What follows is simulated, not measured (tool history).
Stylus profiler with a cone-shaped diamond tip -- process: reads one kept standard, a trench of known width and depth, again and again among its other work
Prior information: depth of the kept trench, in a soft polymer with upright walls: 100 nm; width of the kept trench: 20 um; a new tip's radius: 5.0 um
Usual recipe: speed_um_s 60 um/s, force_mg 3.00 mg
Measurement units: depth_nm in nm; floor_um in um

run 1 hour=0.0 | speed_um_s=60 force_mg=3.00 | depth_nm=101.37 floor_um=17.60
run 2 hour=23.0 | speed_um_s=60 force_mg=1.93 | depth_nm=101.03 floor_um=17.57
run 3 hour=34.3 | speed_um_s=44 force_mg=3.00 | depth_nm=101.34 floor_um=17.73
run 4 hour=45.9 | speed_um_s=155 force_mg=3.00 | depth_nm=101.32 floor_um=17.23
run 5 hour=56.0 | speed_um_s=155 force_mg=3.00 | depth_nm=101.34 floor_um=17.18
run 6 hour=77.6 | speed_um_s=110 force_mg=3.00 | depth_nm=101.34 floor_um=17.34
run 7 hour=90.8 | speed_um_s=60 force_mg=3.00 | depth_nm=101.39 floor_um=17.61
run 8 hour=104.8 | speed_um_s=60 force_mg=3.00 | depth_nm=101.36 floor_um=17.66
run 9 hour=128.4 | speed_um_s=60 force_mg=3.00 | depth_nm=101.27 floor_um=17.64
-- hour=130.4 height scale calibrated on a step standard
run 10 hour=144.5 | speed_um_s=60 force_mg=3.00 | depth_nm=101.35 floor_um=17.56
run 11 hour=164.2 | speed_um_s=60 force_mg=3.00 | depth_nm=101.34 floor_um=17.59
run 12 hour=176.2 | speed_um_s=60 force_mg=3.00 | depth_nm=101.33 floor_um=17.65
run 13 hour=199.6 | speed_um_s=60 force_mg=3.00 | depth_nm=101.29 floor_um=17.58
run 14 hour=213.2 | speed_um_s=60 force_mg=3.00 | depth_nm=101.33 floor_um=17.50
run 15 hour=228.0 | speed_um_s=60 force_mg=3.00 | depth_nm=101.24 floor_um=17.50
run 16 hour=240.5 | speed_um_s=157 force_mg=3.00 | depth_nm=101.33 floor_um=17.11
-- hour=255.1 height scale calibrated on a step standard, once more
run 17 hour=257.3 | speed_um_s=49 force_mg=7.97 | depth_nm=102.70 floor_um=17.72
run 18 hour=268.8 | speed_um_s=49 force_mg=7.97 | depth_nm=102.73 floor_um=17.72
run 19 hour=281.2 | speed_um_s=68 force_mg=3.04 | depth_nm=101.44 floor_um=17.46
run 20 hour=291.3 | speed_um_s=68 force_mg=3.04 | depth_nm=101.36 floor_um=17.46
run 21 hour=311.1 | speed_um_s=43 force_mg=1.85 | depth_nm=101.00 floor_um=17.61
run 22 hour=323.4 | speed_um_s=43 force_mg=1.85 | depth_nm=101.03 floor_um=17.53
run 23 hour=337.7 | speed_um_s=43 force_mg=1.85 | depth_nm=101.05 floor_um=17.53
run 24 hour=357.9 | speed_um_s=65 force_mg=2.92 | depth_nm=101.36 floor_um=17.54
run 25 hour=375.8 | speed_um_s=203 force_mg=6.28 | depth_nm=102.29 floor_um=17.09
run 26 hour=395.0 | speed_um_s=97 force_mg=3.43 | depth_nm=101.54 floor_um=17.41
run 27 hour=413.5 | speed_um_s=180 force_mg=3.59 | depth_nm=101.59 floor_um=17.02
run 28 hour=427.0 | speed_um_s=180 force_mg=3.59 | depth_nm=101.54 floor_um=17.02
run 29 hour=443.0 | speed_um_s=23 force_mg=5.73 | depth_nm=102.13 floor_um=17.69
run 30 hour=458.7 | speed_um_s=51 force_mg=4.51 | depth_nm=101.81 floor_um=17.56

Measured less the same run without the tool's hidden state. The same run-to-run variation is in both; the gauge's scatter may not be:
The tool's hidden condition here consists of: radius of the tip, um; height scale over the true one, %; drift of the gauge itself on depth_nm, %; drift of the gauge itself on floor_um, %.
run=1 depth_nm=-0.03 floor_um=-0.08
run=2 depth_nm=-0.03 floor_um=-0.08
run=3 depth_nm=-0.03 floor_um=-0.09
run=4 depth_nm=-0.03 floor_um=-0.09
run=5 depth_nm=-0.03 floor_um=-0.10
run=6 depth_nm=-0.03 floor_um=-0.10
run=7 depth_nm=-0.04 floor_um=-0.11
run=8 depth_nm=-0.04 floor_um=-0.11
run=9 depth_nm=-0.05 floor_um=-0.12
run=10 depth_nm=-0.07 floor_um=-0.13
run=11 depth_nm=-0.07 floor_um=-0.13
run=12 depth_nm=-0.08 floor_um=-0.13
run=13 depth_nm=-0.08 floor_um=-0.14
run=14 depth_nm=-0.08 floor_um=-0.14
run=15 depth_nm=-0.08 floor_um=-0.16
run=16 depth_nm=-0.08 floor_um=-0.15
run=17 depth_nm=+0.02 floor_um=-0.16
run=18 depth_nm=+0.02 floor_um=-0.17
run=19 depth_nm=+0.02 floor_um=-0.17
run=20 depth_nm=+0.02 floor_um=-0.17
run=21 depth_nm=+0.01 floor_um=-0.18
run=22 depth_nm=+0.01 floor_um=-0.18
run=23 depth_nm=+0.01 floor_um=-0.18
run=24 depth_nm=+0.00 floor_um=-0.20
run=25 depth_nm=+0.00 floor_um=-0.20
run=26 depth_nm=+0.00 floor_um=-0.20
run=27 depth_nm=-0.01 floor_um=-0.21
run=28 depth_nm=+0.00 floor_um=-0.21
run=29 depth_nm=-0.01 floor_um=-0.22
run=30 depth_nm=+0.00 floor_um=-0.22

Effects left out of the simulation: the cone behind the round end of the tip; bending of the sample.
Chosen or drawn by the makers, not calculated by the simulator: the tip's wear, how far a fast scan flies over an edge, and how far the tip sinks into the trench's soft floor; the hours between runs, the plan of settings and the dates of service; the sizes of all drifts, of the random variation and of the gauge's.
